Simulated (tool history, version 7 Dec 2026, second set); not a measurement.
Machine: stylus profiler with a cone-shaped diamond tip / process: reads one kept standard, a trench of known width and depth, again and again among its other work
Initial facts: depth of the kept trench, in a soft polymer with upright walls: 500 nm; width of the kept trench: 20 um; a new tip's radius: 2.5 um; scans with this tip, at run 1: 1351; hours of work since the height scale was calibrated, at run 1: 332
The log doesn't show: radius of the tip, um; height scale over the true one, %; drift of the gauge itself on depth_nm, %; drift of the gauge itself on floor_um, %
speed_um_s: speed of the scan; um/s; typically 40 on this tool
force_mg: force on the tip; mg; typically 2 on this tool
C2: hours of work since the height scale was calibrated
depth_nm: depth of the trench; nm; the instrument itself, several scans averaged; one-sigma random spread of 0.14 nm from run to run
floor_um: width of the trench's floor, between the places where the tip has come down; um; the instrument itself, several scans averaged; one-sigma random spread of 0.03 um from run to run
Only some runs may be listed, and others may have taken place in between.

{"run": 1, "hour": 0.0, "speed_um_s": 40, "force_mg": 2, "scans with this tip": 1351, "C2": 332, "depth_nm": 507.11, "floor_um": 16.7}
{"run": 2, "hour": 22.1, "speed_um_s": 40, "force_mg": 2, "scans with this tip": 1388, "C2": 341, "depth_nm": 506.91, "floor_um": 16.75}
{"run": 3, "hour": 49.0, "speed_um_s": 40, "force_mg": 3.96, "scans with this tip": 1433, "C2": 352, "depth_nm": 511.07, "floor_um": 16.83}
{"run": 4, "hour": 65.5, "speed_um_s": 40, "force_mg": 3.96, "scans with this tip": 1460, "C2": 358, "depth_nm": 510.87, "floor_um": 16.81}
{"run": 5, "hour": 80.5, "speed_um_s": 40, "force_mg": 1, "scans with this tip": 1485, "C2": 365, "depth_nm": 505.03, "floor_um": 16.68}
{"run": 6, "hour": 93.4, "speed_um_s": 40, "force_mg": 2, "scans with this tip": 1507, "C2": 370, "depth_nm": 506.96, "floor_um": 16.73}
{"run": 7, "hour": 108.9, "speed_um_s": 40, "force_mg": 2, "scans with this tip": 1532, "C2": 376, "depth_nm": 506.85, "floor_um": 16.71}
{"run": 8, "hour": 126.8, "speed_um_s": 40, "force_mg": 3.82, "scans with this tip": 1562, "C2": 384, "depth_nm": 510.58, "floor_um": 16.78}
{"run": 9, "hour": 150.2, "speed_um_s": 57, "force_mg": 4.47, "scans with this tip": 1601, "C2": 393, "depth_nm": 511.7, "floor_um": 16.69}
{"hour": 152.9, "done": "height scale calibrated on a step standard"}
{"run": 10, "hour": 169.9, "speed_um_s": 40, "force_mg": 1.23, "scans with this tip": 1633, "C2": 7, "depth_nm": 505.8, "floor_um": 16.65}
{"run": 11, "hour": 192.5, "speed_um_s": 40, "force_mg": 1.23, "scans with this tip": 1671, "C2": 16, "depth_nm": 506.07, "floor_um": 16.68}
{"run": 12, "hour": 209.5, "speed_um_s": 27, "force_mg": 2.13, "scans with this tip": 1699, "C2": 23, "depth_nm": 508.02, "floor_um": 16.8}
{"hour": 219.2, "done": "height scale calibrated on a step standard, once more"}
{"run": 13, "hour": 225.2, "speed_um_s": 27, "force_mg": 2.13, "scans with this tip": 1724, "C2": 2, "depth_nm": 506.87, "floor_um": 16.73}
{"run": 14, "hour": 240.2, "speed_um_s": 34, "force_mg": 0.76, "scans with this tip": 1749, "C2": 9, "depth_nm": 503.3, "floor_um": 16.66}

Each row is a separate what-if for the run after 14, all from the same tool condition, not one after another. Results?
{"run": "A", "hour": 263.6, "speed_um_s": 87, "force_mg": 3.29, "scans with this tip": 1788, "C2": 18, "depth_nm": "?", "floor_um": "?"}
{"run": "B", "hour": 263.6, "speed_um_s": 50, "force_mg": 2.05, "scans with this tip": 1788, "C2": 18, "depth_nm": "?", "floor_um": "?"}
{"run": "C", "hour": 263.6, "speed_um_s": 40, "force_mg": 2.77, "scans with this tip": 1788, "C2": 18, "depth_nm": "?", "floor_um": "?"}
{"run": "D", "hour": 263.6, "speed_um_s": 63, "force_mg": 0.95, "scans with this tip": 1788, "C2": 18, "depth_nm": "?", "floor_um": "?"}

run=A depth_nm=509.04 floor_um=16.57
run=B depth_nm=506.67 floor_um=16.65
run=C depth_nm=508.22 floor_um=16.75
run=D depth_nm=504.01 floor_um=16.44
Without the tool's hidden state the same runs would have given:
run=A depth_nm=508.76 floor_um=16.67
run=B depth_nm=506.39 floor_um=16.74
run=C depth_nm=507.94 floor_um=16.84
run=D depth_nm=503.74 floor_um=16.54
